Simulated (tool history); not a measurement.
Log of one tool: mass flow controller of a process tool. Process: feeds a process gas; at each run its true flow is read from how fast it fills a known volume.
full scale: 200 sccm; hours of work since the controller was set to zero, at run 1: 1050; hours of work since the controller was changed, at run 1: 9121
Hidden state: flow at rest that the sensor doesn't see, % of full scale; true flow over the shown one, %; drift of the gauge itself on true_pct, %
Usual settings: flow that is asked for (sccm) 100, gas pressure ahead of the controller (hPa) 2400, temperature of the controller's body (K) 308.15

run,day,flow that is asked for (sccm),gas pressure ahead of the controller (hPa),temperature of the controller's body (K),hours of work since the controller was set to zero,hours of work since the controller was changed,true flow (%)
1,0,100,2400,308.15,1050,9121,101.83
2,13.558,100,2400,308.15,1178,9248,101.94
3,30.879,109,2400,308.15,1340,9411,102.13
4,47.721,109,2400,308.15,1499,9569,102.3
5,63.358,109,2400,297.15,1645,9716,102.83
6,77.542,100,2400,308.15,1779,9849,102.13
7,88.496,81,2400,308.15,1882,9952,102
8,109.904,81,2400,308.15,2083,10153,102.04
9,120.588,100,2400,297.15,2183,10253,102.71
10,144.029,100,2400,297.15,2403,10474,102.83
11,158.871,100,2400,297.15,2543,10613,102.87
12,181.938,100,2400,308.15,2759,10830,102.41
# day 186.992: controller exchanged for a calibrated one
13,194.3,100,2400,308.15,69,69,98.46
14,206.071,100,2400,308.15,179,179,98.44
15,225.221,100,2400,308.15,359,359,98.47
16,239.988,27,2400,308.15,498,498,97.49
17,258.025,27,2400,308.15,667,667,97.38
18,268.212,27,2400,308.15,763,763,97.43
19,281.9,27,2400,308.15,891,891,97.53
20,303.85,100,1820,308.15,1098,1098,99.03
21,319.496,100,1820,308.15,1245,1245,98.99
22,339.746,57,1820,308.15,1435,1435,98.49
23,360.333,38,2160,313.15,1628,1628,97.66
24,380.571,96,2220,308.15,1818,1818,98.93
25,400.712,48,2430,307.15,2008,2008,97.98
26,414.642,48,2430,307.15,2138,2138,98.12
27,425.258,48,1920,308.15,2238,2238,98.37
28,437.858,48,1920,308.15,2356,2356,98.4
29,453.558,22,1960,300.15,2504,2504,97.34
30,468.162,22,1510,300.15,2641,2641,97.76
31,482.892,65,2240,308.15,2779,2779,98.63
32,493.975,100,2390,298.15,2884,2884,99.56
33,512.967,27,2400,303.15,3062,3062,97.4
34,523.496,100,1700,313.15,3161,3161,99.29
35,545.596,27,1700,304.15,3368,3368,97.76
36,567.888,27,1700,304.15,3578,3578,97.93
37,582.75,170,2360,296.15,3717,3717,100.63
38,596.688,35,1890,301.15,3848,3848,98.38
39,614.588,27,2400,303.15,4016,4016,97.25
40,635.483,27,2400,303.15,4213,4213,97.03
41,648.025,23,2770,300.15,4331,4331,96.54

Some steps in true flow (%) between neighbouring runs. How much of each would the tool show without its hidden state too (settings, what came in, random variation), and how much is left for the hidden state, with any gauge scatter that isn't in both results?
Run 12 -> 13: controller exchanged for a calibrated one. true flow (%) -3.95: hidden state -3.96, all else +0.01.
Run 34 -> 35: flow that is asked for (sccm) 100 -> 27, temperature of the controller's body (K) 313.15 -> 304.15. true flow (%) -1.53: hidden state -1.41, all else -0.12.
Run 36 -> 37: flow that is asked for (sccm) 27 -> 170, gas pressure ahead of the controller (hPa) 1700 -> 2360, temperature of the controller's body (K) 304.15 -> 296.15. true flow (%) +2.7: hidden state +1.82, all else +0.88.
Run 37 -> 38: flow that is asked for (sccm) 170 -> 35, gas pressure ahead of the controller (hPa) 2360 -> 1890, temperature of the controller's body (K) 296.15 -> 301.15. true flow (%) -2.25: hidden state -1.33, all else -0.92.

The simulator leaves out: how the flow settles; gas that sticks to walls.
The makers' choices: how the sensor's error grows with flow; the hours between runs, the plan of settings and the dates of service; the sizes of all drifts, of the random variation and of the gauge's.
